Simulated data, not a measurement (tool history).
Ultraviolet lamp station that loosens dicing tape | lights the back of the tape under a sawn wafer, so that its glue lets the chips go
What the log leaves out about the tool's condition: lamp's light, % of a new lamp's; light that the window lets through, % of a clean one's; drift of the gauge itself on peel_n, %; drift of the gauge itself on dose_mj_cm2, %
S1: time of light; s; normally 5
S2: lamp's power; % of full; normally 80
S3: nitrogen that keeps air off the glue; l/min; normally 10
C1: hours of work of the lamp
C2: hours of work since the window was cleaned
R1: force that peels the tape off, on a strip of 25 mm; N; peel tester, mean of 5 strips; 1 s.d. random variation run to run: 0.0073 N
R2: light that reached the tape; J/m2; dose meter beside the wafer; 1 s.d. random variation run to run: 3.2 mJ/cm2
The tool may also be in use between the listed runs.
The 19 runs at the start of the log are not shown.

run	hour	S1	S2	S3	C1	C2	R1	R2
20	811.8	5	80	18	788	486	0.241	4920
21	861.8	5	96	10	808	507	0.221	5930
22	905.6	5	96	10	826	525	0.222	5950
23	931.1	5	96	10	836	535	0.226	5950
# hour 939.6: window cleaned of glue's vapour
24	974.4	3	74	10	854	14	0.642	2750
25	1013.1	5	77	6	870	30	0.317	4760
26	1046.4	8	75	3	883	43	0.229	7480
27	1088.3	4	66	5	900	61	0.646	3280
28	1147.1	4	66	5	924	84	0.651	3280
29	1179.7	4	66	5	937	98	0.642	3250
30	1217.9	3	80	16	953	113	0.531	2970
31	1276.7	6	80	16	977	137	0.211	5940
32	1304.4	2	79	12	988	149	0.999	1950
33	1355.5	5	80	7	1009	169	0.304	4970
34	1380.7	4	72	13	1019	180	0.392	3560
35	1435.7	4	72	13	1042	202	0.41	3620
36	1473.5	4	72	13	1057	217	0.392	3570
37	1531.2	3	82	10	1081	241	0.573	3030
38	1564.8	3	94	10	1094	255	0.471	3500
39	1619.1	3	94	10	1116	277	0.472	3480
40	1663	3	94	10	1134	295	0.47	3480
41	1710	3	94	10	1153	314	0.456	3480
42	1751.4	3	93	10	1170	331	0.459	3480

5 ways to go on from here, each from the tool as it stands after run 42. What would each give?
A	1783.8	9	93	15	1183	344	?	?
B	1783.8	3	80	9	1183	344	?	?
C	1783.8	5	94	10	1183	344	?	?
D	1783.8	4	80	13	1183	344	?	?
E	1783.8	2	67	8	1183	344	?	?

run	R1	R2
A	0.174	10440
B	0.634	2970
C	0.229	5840
D	0.359	4000
E	1.406	1660
What these runs would have given with no unlogged condition in the tool:
run	R1	R2
A	0.173	10480
B	0.63	2980
C	0.228	5870
D	0.357	4010
E	1.4	1670
